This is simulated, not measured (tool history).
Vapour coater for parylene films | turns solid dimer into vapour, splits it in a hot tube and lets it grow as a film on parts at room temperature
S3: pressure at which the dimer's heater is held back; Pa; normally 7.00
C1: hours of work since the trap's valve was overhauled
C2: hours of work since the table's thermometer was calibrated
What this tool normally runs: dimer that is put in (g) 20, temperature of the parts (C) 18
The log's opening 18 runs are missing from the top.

{"run": 19, "hour": 394.0, "dimer that is put in (g)": 20, "temperature of the parts (C)": 18, "S3": 7.0, "C1": 359, "C2": 612, "thickness of the film (µm)": 14.43}
{"run": 20, "hour": 414.8, "dimer that is put in (g)": 20, "temperature of the parts (C)": 18, "S3": 7.0, "C1": 375, "C2": 627, "thickness of the film (µm)": 14.48}
{"run": 21, "hour": 441.7, "dimer that is put in (g)": 20, "temperature of the parts (C)": 18, "S3": 7.0, "C1": 395, "C2": 648, "thickness of the film (µm)": 14.18}
{"run": 22, "hour": 463.8, "dimer that is put in (g)": 20, "temperature of the parts (C)": 18, "S3": 7.0, "C1": 411, "C2": 664, "thickness of the film (µm)": 14.18}
{"run": 23, "hour": 496.8, "dimer that is put in (g)": 12, "temperature of the parts (C)": 18, "S3": 7.0, "C1": 436, "C2": 689, "thickness of the film (µm)": 8.53}
{"hour": 530.9, "done": "trap's valve overhauled"}
{"run": 24, "hour": 530.9, "dimer that is put in (g)": 20, "temperature of the parts (C)": 18, "S3": 7.0, "C1": 0, "C2": 711, "thickness of the film (µm)": 15.2}
{"run": 25, "hour": 558.7, "dimer that is put in (g)": 20, "temperature of the parts (C)": 13, "S3": 7.0, "C1": 21, "C2": 732, "thickness of the film (µm)": 19.74}
{"run": 26, "hour": 581.2, "dimer that is put in (g)": 24, "temperature of the parts (C)": 14, "S3": 10.93, "C1": 38, "C2": 749, "thickness of the film (µm)": 20.73}
{"run": 27, "hour": 603.6, "dimer that is put in (g)": 10, "temperature of the parts (C)": 14, "S3": 3.93, "C1": 54, "C2": 765, "thickness of the film (µm)": 10.48}
{"run": 28, "hour": 628.8, "dimer that is put in (g)": 10, "temperature of the parts (C)": 14, "S3": 3.93, "C1": 73, "C2": 784, "thickness of the film (µm)": 10.36}
{"run": 29, "hour": 658.6, "dimer that is put in (g)": 10, "temperature of the parts (C)": 14, "S3": 3.93, "C1": 95, "C2": 807, "thickness of the film (µm)": 10.29}
{"run": 30, "hour": 688.2, "dimer that is put in (g)": 20, "temperature of the parts (C)": 16, "S3": 6.13, "C1": 117, "C2": 829, "thickness of the film (µm)": 16.9}
{"run": 31, "hour": 724.3, "dimer that is put in (g)": 20, "temperature of the parts (C)": 16, "S3": 6.13, "C1": 144, "C2": 856, "thickness of the film (µm)": 17.18}
{"run": 32, "hour": 741.0, "dimer that is put in (g)": 20, "temperature of the parts (C)": 16, "S3": 6.13, "C1": 157, "C2": 868, "thickness of the film (µm)": 16.98}
{"run": 33, "hour": 775.1, "dimer that is put in (g)": 20, "temperature of the parts (C)": 16, "S3": 6.13, "C1": 182, "C2": 893, "thickness of the film (µm)": 16.77}
{"run": 34, "hour": 811.2, "dimer that is put in (g)": 15, "temperature of the parts (C)": 17, "S3": 7.0, "C1": 209, "C2": 920, "thickness of the film (µm)": 11.78}
{"run": 35, "hour": 844.8, "dimer that is put in (g)": 15, "temperature of the parts (C)": 27, "S3": 7.0, "C1": 234, "C2": 946, "thickness of the film (µm)": 7.06}

Run 36 is up next; what results do you expect?
{"run": 36, "hour": 880.9, "dimer that is put in (g)": 15, "temperature of the parts (C)": 27, "S3": 7.0, "C1": 261, "C2": 972, "thickness of the film (µm)": "?"}

thickness of the film (µm): 7.07
Minus the tool's unlogged condition, the same run would have read thickness of the film (µm) 7.26.

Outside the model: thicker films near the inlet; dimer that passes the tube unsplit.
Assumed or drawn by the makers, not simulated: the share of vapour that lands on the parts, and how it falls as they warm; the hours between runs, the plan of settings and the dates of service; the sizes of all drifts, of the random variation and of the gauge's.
